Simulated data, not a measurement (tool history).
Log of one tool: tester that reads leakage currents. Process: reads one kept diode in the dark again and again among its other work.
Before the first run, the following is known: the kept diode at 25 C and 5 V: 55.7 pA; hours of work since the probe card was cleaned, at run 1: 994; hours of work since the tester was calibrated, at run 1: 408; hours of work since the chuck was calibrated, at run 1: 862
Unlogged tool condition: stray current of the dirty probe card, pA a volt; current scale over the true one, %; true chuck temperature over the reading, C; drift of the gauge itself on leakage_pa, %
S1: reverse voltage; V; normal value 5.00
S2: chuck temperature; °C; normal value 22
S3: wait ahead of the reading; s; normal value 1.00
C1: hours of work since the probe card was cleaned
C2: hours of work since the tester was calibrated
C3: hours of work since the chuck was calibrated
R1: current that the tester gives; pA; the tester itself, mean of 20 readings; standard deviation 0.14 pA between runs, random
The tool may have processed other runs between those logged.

Run 1, hour 0.0: usual settings; C1 994; C2 408; C3 862. Result: R1 50.70 pA.
Run 2, hour 27.4: usual settings but S3 3.20 s; C1 1013; C2 426; C3 881. Result: R1 49.49 pA.
At hour 43.4: probe card cleaned and baked.
Run 3, hour 44.6: usual settings but S3 0.60 s; C1 1; C2 436; C3 891. Result: R1 49.20 pA.
Run 4, hour 65.4: usual settings but S2 51 °C, S3 0.60 s; C1 15; C2 451; C3 905. Result: R1 610.06 pA.
Run 5, hour 81.2: usual settings; C1 26; C2 462; C3 916. Result: R1 48.25 pA.
Run 6, hour 96.1: usual settings; C1 36; C2 472; C3 926. Result: R1 48.51 pA.
Run 7, hour 119.7: usual settings but S1 2.02 V; C1 53; C2 488; C3 943. Result: R1 29.53 pA.
Run 8, hour 138.9: usual settings but S1 2.02 V; C1 66; C2 501; C3 956. Result: R1 29.53 pA.
Run 9, hour 162.2: usual settings but S1 2.02 V; C1 82; C2 517; C3 972. Result: R1 29.60 pA.
Run 10, hour 182.9: usual settings but S1 2.02 V; C1 96; C2 532; C3 986. Result: R1 29.82 pA.
Run 11, hour 199.9: usual settings but S1 2.02 V; C1 108; C2 543; C3 998. Result: R1 29.90 pA.
Run 12, hour 233.2: usual settings but S2 55 °C; C1 131; C2 566; C3 1021. Result: R1 850.77 pA.
Run 13, hour 262.5: usual settings but S2 55 °C; C1 151; C2 587; C3 1041. Result: R1 850.34 pA.
Run 14, hour 279.5: usual settings but S2 55 °C; C1 163; C2 598; C3 1053. Result: R1 853.14 pA.
Run 15, hour 311.3: usual settings but S2 55 °C; C1 185; C2 620; C3 1075. Result: R1 856.92 pA.
Run 16, hour 344.8: usual settings but S1 1.20 V, S2 53 °C; C1 208; C2 643; C3 1098. Result: R1 339.62 pA.
Run 17, hour 372.0: usual settings but S1 1.20 V, S2 53 °C; C1 227; C2 662; C3 1117. Result: R1 339.71 pA.
Run 18, hour 394.7: usual settings but S1 2.45 V, S2 45 °C; C1 242; C2 678; C3 1132. Result: R1 260.16 pA.
Run 19, hour 421.4: usual settings but S1 1.90 V, S2 36 °C, S3 5.39 s; C1 261; C2 696; C3 1151. Result: R1 104.88 pA.
Run 20, hour 436.1: usual settings but S1 1.15 V, S2 36 °C, S3 0.84 s; C1 271; C2 706; C3 1161. Result: R1 80.42 pA.
Run 21, hour 459.4: usual settings but S1 1.67 V, S2 32 °C, S3 2.90 s; C1 287; C2 723; C3 1177. Result: R1 68.85 pA.
Run 22, hour 477.2: usual settings but S1 18.63 V, S2 33 °C, S3 3.48 s; C1 299; C2 735; C3 1189. Result: R1 274.99 pA.
Run 23, hour 505.4: usual settings but S1 1.49 V, S3 0.52 s; C1 319; C2 754; C3 1209. Result: R1 26.52 pA.
Run 24, hour 531.3: usual settings but S1 5.40 V, S3 0.51 s; C1 337; C2 772; C3 1227. Result: R1 54.97 pA.
Run 25, hour 557.3: usual settings but S1 5.40 V, S3 0.51 s; C1 355; C2 790; C3 1245. Result: R1 54.95 pA.
Run 26, hour 592.0: usual settings but S1 4.77 V, S2 50 °C, S3 5.07 s; C1 379; C2 814; C3 1268. Result: R1 565.92 pA.
Run 27, hour 610.8: usual settings but S1 1.38 V, S2 30 °C, S3 1.15 s; C1 392; C2 827; C3 1281. Result: R1 52.60 pA.
Run 28, hour 639.4: usual settings but S1 5.99 V, S2 57 °C, S3 0.63 s; C1 411; C2 847; C3 1301. Result: R1 1123.17 pA.

Alternative continuations, all from the tool just after run 28; predict every row:
Run A, hour 664.5: usual settings but S1 5.99 V, S2 27 °C, S3 9.00 s; C1 429; C2 864; C3 1319. Result: R1 ?.
Run B, hour 664.5: usual settings but S1 10.14 V, S2 43 °C, S3 0.63 s; C1 429; C2 864; C3 1319. Result: R1 ?.
Run C, hour 664.5: usual settings but S1 8.22 V, S2 57 °C, S3 0.63 s; C1 429; C2 864; C3 1319. Result: R1 ?.
Run D, hour 664.5: usual settings but S1 1.39 V, S2 21 °C, S3 0.63 s; C1 429; C2 864; C3 1319. Result: R1 ?.

run       R1
  A    88.23
  B   484.00
  C  1328.54
  D    23.46
Without the tool's unlogged condition, the same runs would have read:
run       R1
  A    74.90
  B   422.20
  C  1174.60
  D    19.94
